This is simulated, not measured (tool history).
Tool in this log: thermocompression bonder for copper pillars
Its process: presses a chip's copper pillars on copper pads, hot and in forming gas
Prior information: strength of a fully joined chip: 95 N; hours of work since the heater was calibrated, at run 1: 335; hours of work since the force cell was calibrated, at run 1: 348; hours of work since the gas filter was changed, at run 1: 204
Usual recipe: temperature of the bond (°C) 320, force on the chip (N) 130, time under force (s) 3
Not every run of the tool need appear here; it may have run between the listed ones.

| run | hour | temperature of the bond (°C) | force on the chip (N) | time under force (s) | hours of work since the heater was calibrated | hours of work since the force cell was calibrated | hours of work since the gas filter was changed | force that shears a chip off (N) |
|---|---|---|---|---|---|---|---|---|
| 1 | 0 | 320 | 130 | 3 | 335 | 348 | 204 | 45.4 |
|  | 7.8 | forming gas filter changed |
| 2 | 10.2 | 320 | 130 | 3 | 341 | 354 | 2 | 45.8 |
| 3 | 20.8 | 320 | 130 | 3 | 349 | 361 | 9 | 46 |
| 4 | 34.8 | 320 | 130 | 3 | 358 | 370 | 18 | 46.9 |
| 5 | 52.4 | 320 | 130 | 2 | 369 | 382 | 30 | 40.4 |
| 6 | 60.5 | 320 | 130 | 3 | 375 | 387 | 35 | 45.6 |
| 7 | 70 | 320 | 130 | 3 | 381 | 394 | 41 | 46.2 |
| 8 | 80.8 | 320 | 130 | 3 | 388 | 401 | 48 | 46.7 |
| 9 | 95.6 | 320 | 167 | 3 | 398 | 411 | 58 | 52.5 |
| 10 | 109.2 | 320 | 127 | 3 | 407 | 420 | 67 | 45 |
| 11 | 119.3 | 312 | 127 | 3 | 414 | 426 | 74 | 42.5 |
| 12 | 132.6 | 296 | 149 | 3 | 423 | 435 | 83 | 41.4 |
| 13 | 141.7 | 296 | 149 | 3 | 429 | 441 | 89 | 41.5 |
| 14 | 154.9 | 320 | 130 | 3 | 437 | 450 | 97 | 47.2 |
| 15 | 162.9 | 326 | 130 | 3 | 443 | 455 | 103 | 47.7 |
| 16 | 179.3 | 326 | 130 | 3 | 453 | 466 | 114 | 48.4 |
| 17 | 187 | 294 | 130 | 2 | 459 | 471 | 119 | 31 |
| 18 | 199.8 | 294 | 130 | 2 | 467 | 479 | 127 | 30.3 |
| 19 | 209.7 | 312 | 107 | 4 | 474 | 486 | 134 | 41.3 |
| 20 | 219.2 | 300 | 111 | 4 | 480 | 492 | 140 | 38.6 |
| 21 | 236.1 | 309 | 106 | 2 | 491 | 504 | 151 | 31.2 |
| 22 | 243.9 | 309 | 106 | 2 | 496 | 509 | 156 | 30.7 |

Predict each of these 4 candidate next runs independently; none follows another, all start after run 22:
| A | 256.3 | 309 | 163 | 2 | 504 | 517 | 165 | ? |
| B | 256.3 | 320 | 85 | 3 | 504 | 517 | 165 | ? |
| C | 256.3 | 320 | 174 | 3 | 504 | 517 | 165 | ? |
| D | 256.3 | 339 | 186 | 2 | 504 | 517 | 165 | ? |

| run | force that shears a chip off (N) |
|---|---|
| A | 42.7 |
| B | 34 |
| C | 54.4 |
| D | 58.2 |
Stripped of hidden state, with their random variation kept, the same runs would have yielded:
| run | force that shears a chip off (N) |
|---|---|
| A | 42.6 |
| B | 33.8 |
| C | 54.3 |
| D | 58 |
